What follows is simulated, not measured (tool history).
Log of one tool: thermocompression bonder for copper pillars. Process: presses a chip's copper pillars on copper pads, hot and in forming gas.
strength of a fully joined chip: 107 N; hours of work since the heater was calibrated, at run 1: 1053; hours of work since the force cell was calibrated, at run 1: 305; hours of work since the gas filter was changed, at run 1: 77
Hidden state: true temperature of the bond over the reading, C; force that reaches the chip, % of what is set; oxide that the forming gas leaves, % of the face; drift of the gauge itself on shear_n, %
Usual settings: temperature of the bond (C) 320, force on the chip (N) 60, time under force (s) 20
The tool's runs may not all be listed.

| run | hour | temperature of the bond (C) | force on the chip (N) | time under force (s) | hours of work since the heater was calibrated | hours of work since the force cell was calibrated | hours of work since the gas filter was changed | force that shears a chip off (N) |
|---|---|---|---|---|---|---|---|---|
| 1 | 0.0 | 320 | 60 | 20 | 1053 | 305 | 77 | 41.8 |
| 2 | 33.5 | 320 | 60 | 20 | 1068 | 319 | 91 | 40.8 |
| 3 | 68.5 | 320 | 60 | 12 | 1083 | 334 | 106 | 32.6 |
|  | 90.0 | forming gas filter changed |
| 4 | 112.3 | 320 | 60 | 12 | 1101 | 353 | 10 | 36.7 |
| 5 | 163.7 | 320 | 60 | 20 | 1123 | 375 | 32 | 43.3 |
| 6 | 189.6 | 320 | 60 | 20 | 1135 | 386 | 43 | 43.2 |
| 7 | 240.1 | 320 | 60 | 20 | 1156 | 408 | 65 | 42.4 |
| 8 | 276.4 | 320 | 60 | 20 | 1172 | 423 | 80 | 40.6 |
| 9 | 331.0 | 320 | 60 | 20 | 1195 | 447 | 104 | 40.8 |
|  | 358.1 | forming gas filter changed |
|  | 372.3 | heater calibrated with a thermocouple chip |
| 10 | 373.0 | 320 | 56 | 20 | 0 | 464 | 6 | 44.1 |
| 11 | 428.6 | 320 | 60 | 32 | 24 | 488 | 29 | 54.9 |
| 12 | 455.5 | 320 | 60 | 32 | 36 | 499 | 41 | 54.3 |
| 13 | 505.3 | 320 | 45 | 20 | 57 | 521 | 62 | 32.1 |
| 14 | 530.1 | 320 | 45 | 20 | 68 | 531 | 73 | 31.5 |
| 15 | 552.8 | 320 | 48 | 20 | 78 | 541 | 83 | 34.0 |
| 16 | 584.8 | 320 | 48 | 20 | 91 | 555 | 97 | 33.5 |
|  | 628.7 | forming gas filter changed |
| 17 | 630.2 | 320 | 48 | 20 | 111 | 574 | 1 | 37.7 |
| 18 | 671.6 | 320 | 48 | 20 | 128 | 592 | 18 | 36.1 |
| 19 | 713.6 | 320 | 43 | 20 | 147 | 610 | 37 | 32.2 |
| 20 | 761.8 | 301 | 60 | 20 | 167 | 631 | 57 | 38.6 |
| 21 | 800.6 | 301 | 87 | 20 | 184 | 647 | 74 | 54.4 |
| 22 | 831.3 | 296 | 88 | 29 | 197 | 660 | 87 | 59.4 |
| 23 | 872.4 | 306 | 77 | 16 | 215 | 678 | 105 | 44.6 |
|  | 897.9 | forming gas filter changed |
| 24 | 907.2 | 306 | 77 | 16 | 230 | 693 | 4 | 49.4 |
| 25 | 946.1 | 346 | 43 | 15 | 246 | 710 | 21 | 37.2 |
| 26 | 979.2 | 346 | 43 | 15 | 261 | 724 | 35 | 35.2 |
| 27 | 1017.3 | 346 | 43 | 15 | 277 | 740 | 51 | 35.4 |
| 28 | 1059.9 | 339 | 60 | 20 | 295 | 759 | 70 | 53.5 |
| 29 | 1095.8 | 339 | 60 | 20 | 311 | 774 | 85 | 50.6 |
| 30 | 1134.1 | 339 | 60 | 20 | 327 | 791 | 102 | 51.5 |
|  | 1166.2 | forming gas filter changed |
| 31 | 1178.4 | 320 | 60 | 44 | 346 | 809 | 5 | 62.1 |
| 32 | 1227.6 | 312 | 89 | 23 | 367 | 830 | 26 | 68.0 |
| 33 | 1265.3 | 333 | 37 | 23 | 383 | 847 | 43 | 31.0 |
| 34 | 1294.1 | 339 | 44 | 49 | 396 | 859 | 55 | 52.0 |
| 35 | 1330.1 | 307 | 44 | 58 | 411 | 875 | 70 | 41.6 |
| 36 | 1384.0 | 307 | 44 | 58 | 434 | 898 | 94 | 39.4 |
|  | 1434.0 | forming gas filter changed |
| 37 | 1434.0 | 307 | 44 | 58 | 456 | 919 | 0 | 44.5 |
| 38 | 1479.7 | 307 | 44 | 58 | 475 | 939 | 20 | 44.0 |
| 39 | 1529.3 | 307 | 44 | 58 | 497 | 960 | 41 | 42.5 |
| 40 | 1558.2 | 307 | 44 | 58 | 509 | 972 | 53 | 41.8 |

3 ways to go on from here, each from the tool as it stands after run 40. What would each give?
| A | 1606.5 | 320 | 53 | 19 | 530 | 993 | 74 | ? |
| B | 1606.5 | 303 | 44 | 58 | 530 | 993 | 74 | ? |
| C | 1606.5 | 307 | 44 | 26 | 530 | 993 | 74 | ? |

| run | force that shears a chip off (N) |
|---|---|
| A | 38.0 |
| B | 39.1 |
| C | 30.4 |
Without the tool's hidden state the same runs would have given:
| run | force that shears a chip off (N) |
|---|---|
| A | 40.0 |
| B | 41.2 |
| C | 32.0 |
